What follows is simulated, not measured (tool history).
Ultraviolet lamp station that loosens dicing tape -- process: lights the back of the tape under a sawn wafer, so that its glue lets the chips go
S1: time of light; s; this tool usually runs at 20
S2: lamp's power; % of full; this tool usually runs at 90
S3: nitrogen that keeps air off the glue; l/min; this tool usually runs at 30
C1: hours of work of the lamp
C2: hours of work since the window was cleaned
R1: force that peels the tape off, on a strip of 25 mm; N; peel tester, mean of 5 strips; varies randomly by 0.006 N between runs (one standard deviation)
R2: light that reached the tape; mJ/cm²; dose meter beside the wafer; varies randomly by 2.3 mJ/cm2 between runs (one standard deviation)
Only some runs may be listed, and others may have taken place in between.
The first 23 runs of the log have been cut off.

run	hour	S1	S2	S3	C1	C2	R1	R2
24	422.3	12	67	23	848	191	1.236	88
25	433.4	11	90	16	856	199	1.015	113
26	446.3	11	90	16	864	207	1.110	114
27	457.8	11	90	16	872	215	1.046	112
28	473.3	20	90	16	882	225	0.319	199
29	485.3	14	92	19	890	233	0.575	145
30	501.8	14	92	19	900	244	0.597	146
31	516.2	36	64	19	910	253	0.178	250
32	538.0	21	64	34	924	268	0.388	144

Here are 4 independent what-if runs from the current tool condition. What would each one return?
A	550.6	27	76	15	933	276	?	?
B	550.6	20	90	51	933	276	?	?
C	550.6	19	74	15	933	276	?	?
D	550.6	21	64	46	933	276	?	?

run	R1	R2
A	0.269	224
B	0.176	196
C	0.601	149
D	0.331	146
With the hidden condition removed and each run's random variation left untouched, the same runs would have given:
run	R1	R2
A	0.187	277
B	0.140	242
C	0.385	185
D	0.219	180

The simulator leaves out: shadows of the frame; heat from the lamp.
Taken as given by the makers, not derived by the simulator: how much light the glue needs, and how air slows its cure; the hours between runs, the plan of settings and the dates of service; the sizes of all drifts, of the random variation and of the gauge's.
